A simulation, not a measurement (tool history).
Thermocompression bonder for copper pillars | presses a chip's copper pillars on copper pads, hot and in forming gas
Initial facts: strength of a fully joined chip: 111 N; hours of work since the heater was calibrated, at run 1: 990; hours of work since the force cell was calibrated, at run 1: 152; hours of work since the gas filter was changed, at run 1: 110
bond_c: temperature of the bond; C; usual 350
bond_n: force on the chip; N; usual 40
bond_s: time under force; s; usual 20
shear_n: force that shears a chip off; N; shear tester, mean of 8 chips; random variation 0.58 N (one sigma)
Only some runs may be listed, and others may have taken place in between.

| run | hour | bond_c | bond_n | bond_s | hours of work since the heater was calibrated | hours of work since the force cell was calibrated | hours of work since the gas filter was changed | shear_n |
|---|---|---|---|---|---|---|---|---|
| 1 | 0.0 | 350 | 40 | 20 | 990 | 152 | 110 | 77.6 |
| 2 | 24.2 | 350 | 40 | 20 | 1000 | 162 | 120 | 76.8 |
| 3 | 52.1 | 350 | 40 | 20 | 1012 | 174 | 132 | 76.6 |
|  | 74.1 | forming gas filter changed |
|  | 82.8 | heater calibrated with a thermocouple chip |
| 4 | 84.1 | 339 | 40 | 20 | 1 | 186 | 3 | 72.2 |
| 5 | 116.4 | 339 | 40 | 20 | 14 | 200 | 17 | 73.3 |
| 6 | 139.7 | 339 | 40 | 12 | 24 | 210 | 27 | 62.5 |
| 7 | 155.8 | 339 | 40 | 12 | 31 | 217 | 34 | 61.3 |
| 8 | 183.9 | 350 | 40 | 33 | 43 | 229 | 46 | 85.5 |
| 9 | 207.0 | 350 | 40 | 10 | 53 | 238 | 55 | 63.7 |
| 10 | 226.1 | 350 | 40 | 10 | 61 | 246 | 63 | 63.4 |
| 11 | 250.5 | 350 | 40 | 32 | 71 | 257 | 74 | 83.4 |
| 12 | 275.9 | 350 | 40 | 20 | 82 | 268 | 85 | 76.0 |
| 13 | 306.9 | 350 | 40 | 20 | 95 | 281 | 98 | 74.4 |
| 14 | 324.4 | 350 | 40 | 20 | 102 | 288 | 105 | 73.8 |
|  | 328.1 | force cell calibrated |
| 15 | 343.7 | 350 | 40 | 20 | 110 | 7 | 113 | 73.2 |
| 16 | 366.5 | 350 | 40 | 20 | 119 | 16 | 122 | 73.5 |
| 17 | 386.2 | 350 | 40 | 20 | 128 | 25 | 131 | 73.3 |
|  | 394.1 | force cell calibrated, once more |
| 18 | 406.7 | 350 | 40 | 20 | 136 | 5 | 139 | 72.1 |
|  | 411.7 | forming gas filter changed |
| 19 | 423.0 | 350 | 40 | 20 | 143 | 12 | 5 | 82.1 |
| 20 | 438.7 | 345 | 40 | 24 | 149 | 19 | 11 | 82.0 |
| 21 | 458.5 | 345 | 40 | 24 | 158 | 27 | 20 | 82.1 |
| 22 | 473.7 | 350 | 26 | 20 | 164 | 34 | 26 | 68.0 |
| 23 | 492.0 | 350 | 26 | 20 | 172 | 41 | 34 | 67.0 |
| 24 | 511.4 | 355 | 36 | 13 | 180 | 49 | 42 | 70.0 |
| 25 | 545.3 | 355 | 47 | 38 | 194 | 64 | 57 | 94.5 |
| 26 | 582.3 | 353 | 39 | 20 | 210 | 79 | 72 | 77.5 |
| 27 | 608.6 | 325 | 26 | 22 | 221 | 91 | 83 | 52.4 |
| 28 | 632.6 | 325 | 26 | 22 | 231 | 101 | 93 | 51.7 |
| 29 | 651.1 | 323 | 40 | 27 | 239 | 109 | 101 | 64.7 |
| 30 | 682.1 | 363 | 30 | 38 | 252 | 122 | 114 | 83.8 |
| 31 | 700.3 | 363 | 30 | 38 | 260 | 129 | 122 | 83.7 |
| 32 | 719.4 | 377 | 38 | 20 | 268 | 137 | 130 | 84.1 |

What differs in the tool's unlogged condition from the final listed run ahead of each entry between runs to the first listed run following it?
Logged between run 3 and run 4: forming gas filter changed (hour 74.1); heater calibrated with a thermocouple chip (hour 82.8)
  true temperature of the bond over the reading, C: 8.6 -> -0.8; force that reaches the chip, % of what is set: 99.6 -> 99.5; oxide that the forming gas leaves, % of the face: 11.02 -> 0.88
  measured result minus the result with no hidden state, shear_n: -4.4 -> -0.9 N
Logged between run 14 and run 15: force cell calibrated (hour 328.1)
  true temperature of the bond over the reading, C: 0.2 -> 0.3; force that reaches the chip, % of what is set: 99.3 -> 99.1; oxide that the forming gas leaves, % of the face: 8.74 -> 9.22
  measured result minus the result with no hidden state, shear_n: -6.8 -> -7.1 N
Logged between run 17 and run 18: force cell calibrated, once more (hour 394.1)
  true temperature of the bond over the reading, C: 0.5 -> 0.6; force that reaches the chip, % of what is set: 99 -> 99.4; oxide that the forming gas leaves, % of the face: 10.62 -> 11.28
  measured result minus the result with no hidden state, shear_n: -8.3 -> -8.6 N
Logged between run 18 and run 19: forming gas filter changed (hour 411.7)
  oxide that the forming gas leaves, % of the face: 11.28 -> 0.85
  measured result minus the result with no hidden state, shear_n: -8.6 -> -0.1 N
